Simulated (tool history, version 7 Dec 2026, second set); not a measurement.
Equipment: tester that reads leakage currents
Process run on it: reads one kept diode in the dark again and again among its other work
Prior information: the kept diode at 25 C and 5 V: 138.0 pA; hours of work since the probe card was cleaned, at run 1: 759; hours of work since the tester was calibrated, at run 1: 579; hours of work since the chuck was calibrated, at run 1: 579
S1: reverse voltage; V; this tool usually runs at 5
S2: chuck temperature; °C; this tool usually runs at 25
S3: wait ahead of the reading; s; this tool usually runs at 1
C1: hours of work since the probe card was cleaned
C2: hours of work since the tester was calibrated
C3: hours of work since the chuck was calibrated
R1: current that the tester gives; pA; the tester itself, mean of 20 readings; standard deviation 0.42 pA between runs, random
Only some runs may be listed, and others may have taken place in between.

| run | hour | S1 | S2 | S3 | C1 | C2 | C3 | R1 |
|---|---|---|---|---|---|---|---|---|
| 1 | 0 | 5 | 25 | 1 | 759 | 579 | 579 | 138.69 |
| 2 | 155.5 | 4.62 | 25 | 1 | 872 | 692 | 692 | 132.91 |
| 3 | 268.7 | 4.62 | 25 | 1 | 953 | 773 | 773 | 132.63 |
|  | 396.7 | chuck's temperature calibrated |
| 4 | 400.7 | 4.62 | 25 | 1 | 1047 | 867 | 3 | 132.9 |
|  | 563.9 | probe card cleaned and baked |
| 5 | 590 | 4.62 | 25 | 1 | 19 | 1002 | 137 | 133 |
| 6 | 731.6 | 5 | 25 | 0.72 | 121 | 1104 | 240 | 139.95 |
| 7 | 876.6 | 5 | 25 | 0.72 | 226 | 1209 | 344 | 138.68 |
| 8 | 1028 | 5 | 59 | 1 | 335 | 1318 | 454 | 1390.93 |
| 9 | 1153.6 | 5 | 59 | 1 | 426 | 1409 | 544 | 1391.74 |
| 10 | 1279.1 | 5 | 25 | 1.77 | 516 | 1499 | 635 | 139.02 |
| 11 | 1374.1 | 5 | 25 | 1.77 | 585 | 1568 | 703 | 138.73 |
| 12 | 1516.2 | 5 | 25 | 1.77 | 687 | 1670 | 806 | 137.73 |
|  | 1598.2 | chuck's temperature calibrated |
| 13 | 1605 | 5.47 | 25 | 1 | 750 | 1733 | 5 | 145.43 |
| 14 | 1683.2 | 5.47 | 25 | 1 | 807 | 1789 | 61 | 145.21 |
| 15 | 1860 | 5 | 60 | 1 | 934 | 1917 | 189 | 1477.63 |
| 16 | 2020.7 | 5 | 60 | 1 | 1050 | 2033 | 305 | 1477.69 |
| 17 | 2142.8 | 5 | 60 | 1 | 1138 | 2121 | 393 | 1475.37 |
|  | 2176.2 | probe card cleaned and baked |
| 18 | 2281.2 | 5 | 60 | 1 | 76 | 2219 | 491 | 1475.29 |
| 19 | 2405.2 | 5 | 60 | 1 | 165 | 2308 | 580 | 1480.5 |
| 20 | 2552.3 | 14.35 | 21 | 1 | 271 | 2415 | 687 | 182.2 |
| 21 | 2705.9 | 14.35 | 21 | 1 | 382 | 2526 | 797 | 182.54 |
|  | 2803.3 | chuck's temperature calibrated |
| 22 | 2806.4 | 5 | 57 | 0.73 | 453 | 2597 | 2 | 1234.92 |
|  | 2842.4 | tester calibrated |
| 23 | 2969.6 | 5 | 57 | 0.73 | 570 | 92 | 119 | 1229.94 |
| 24 | 3114.6 | 2.4 | 57 | 5.68 | 675 | 196 | 223 | 824.72 |
| 25 | 3282.5 | 12.29 | 49 | 0.37 | 796 | 318 | 345 | 1204.46 |
| 26 | 3406.1 | 12.29 | 49 | 0.37 | 885 | 407 | 434 | 1214.17 |
| 27 | 3570.4 | 12.29 | 49 | 0.37 | 1004 | 526 | 552 | 1207.56 |
| 28 | 3660.3 | 12.29 | 49 | 0.37 | 1068 | 590 | 617 | 1203.08 |
| 29 | 3739.7 | 12.29 | 50 | 2.15 | 1126 | 648 | 675 | 1288.41 |
|  | 3798.4 | probe card cleaned and baked |
| 30 | 3909.9 | 1.62 | 50 | 1.14 | 81 | 768 | 795 | 427.91 |
|  | 4006.4 | chuck's temperature calibrated |
| 31 | 4034 | 1.62 | 50 | 1.14 | 169 | 857 | 20 | 432.23 |
| 32 | 4130.1 | 1.62 | 50 | 1.14 | 238 | 926 | 89 | 427.53 |
| 33 | 4286.4 | 1.62 | 51 | 1.14 | 351 | 1039 | 202 | 456.86 |
| 34 | 4448.7 | 5 | 26 | 1 | 468 | 1156 | 319 | 148.87 |
| 35 | 4545.9 | 5 | 26 | 1 | 538 | 1226 | 389 | 148.98 |
| 36 | 4663.8 | 3.06 | 22 | 8.1 | 623 | 1311 | 475 | 84.08 |
| 37 | 4781.5 | 5 | 39 | 1.73 | 708 | 1396 | 560 | 378.33 |
| 38 | 4878.3 | 5 | 39 | 1.73 | 778 | 1466 | 629 | 378.08 |

Pick out some run-to-run changes in R1. Of each, how much would a tool without hidden state show as well, from the settings, what came in and chance, and how much is left for the hidden state and any gauge scatter not in both results compared?
Hidden conditions of the tool in this case: stray current of the dirty probe card, pA a volt; current scale over the true one, %; true chuck temperature over the reading, C; drift of the gauge itself on leakage_pa, %.
Run 7 -> 8: S2 25 -> 59, S3 0.72 -> 1. R1 +1252.25 pA: hidden state -1.5, all else +1253.75.
Run 9 -> 10: S2 59 -> 25, S3 1 -> 1.77. R1 -1252.72 pA: hidden state +1.75, all else -1254.47.
Run 14 -> 15: S1 5.47 -> 5, S2 25 -> 60. R1 +1332.42 pA: hidden state -0.24, all else +1332.66.
Run 19 -> 20: S1 5 -> 14.35, S2 60 -> 21. R1 -1298.3 pA: hidden state +1.43, all else -1299.73.
